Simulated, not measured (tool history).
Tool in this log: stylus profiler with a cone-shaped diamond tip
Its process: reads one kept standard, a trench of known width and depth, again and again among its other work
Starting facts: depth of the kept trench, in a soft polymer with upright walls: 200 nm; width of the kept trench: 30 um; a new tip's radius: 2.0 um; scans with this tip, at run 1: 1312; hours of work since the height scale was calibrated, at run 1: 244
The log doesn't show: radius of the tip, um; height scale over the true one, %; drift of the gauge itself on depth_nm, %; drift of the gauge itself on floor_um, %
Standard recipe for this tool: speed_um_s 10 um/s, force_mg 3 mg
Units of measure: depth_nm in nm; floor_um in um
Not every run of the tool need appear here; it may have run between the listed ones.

run   hour  speed_um_s  force_mg  scans with this tip  hours of work since the height scale was calibrated  depth_nm  floor_um
  1      0          10         3                 1312                                                  244    203.16     28.19
  2   11.2          10         3                 1337                                                  249    203.17     28.23
  3   20.9           3         3                 1360                                                  253    203.16     28.21
  4   30.2          26         3                 1381                                                  257    203.17     28.13
  5     41          10      3.44                 1406                                                  262    203.48      28.2
  6   52.2          10      3.44                 1431                                                  266    203.48     28.25
  7   62.4          10      3.44                 1454                                                  271    203.48     28.24
  8   77.4          10      3.44                 1489                                                  277    203.47     28.19
  9   87.3          10      1.11                 1511                                                  281    201.63     28.15
 10     98           2      5.25                 1536                                                  286     204.6     28.29
 11  115.3          10      8.86                 1575                                                  293    206.54     28.22
 12  126.7          22      1.25                 1601                                                  298    201.77     28.14
 13  141.5          29      2.32                 1635                                                  304    202.68     28.15
 14    149           6      4.27                 1652                                                  308    204.04     28.24
 15  162.8          11      2.42                 1684                                                  313    202.75     28.16
 16  170.3          10       5.9                 1701                                                  317    204.98     28.18

Each row is a separate what-if for the run after 16, all from the same tool condition, not one after another. Results?
  A  186.8          17       5.9                 1739                                                  324         ?         ?
  B  186.8          11       5.9                 1739                                                  324         ?         ?
  C  186.8          10      3.69                 1739                                                  324         ?         ?
  D  186.8           9       2.8                 1739                                                  324         ?         ?
  E  186.8           5      1.49                 1739                                                  324         ?         ?

run  depth_nm  floor_um
  A    204.99     28.23
  B    204.99     28.23
  C    203.66     28.22
  D    203.06     28.22
  E    201.98     28.25
Stripped of hidden state, with their random variation kept, the same runs would have yielded:
run  depth_nm  floor_um
  A    204.99     28.23
  B    204.99     28.23
  C    203.66     28.22
  D    203.06     28.23
  E    201.98     28.25
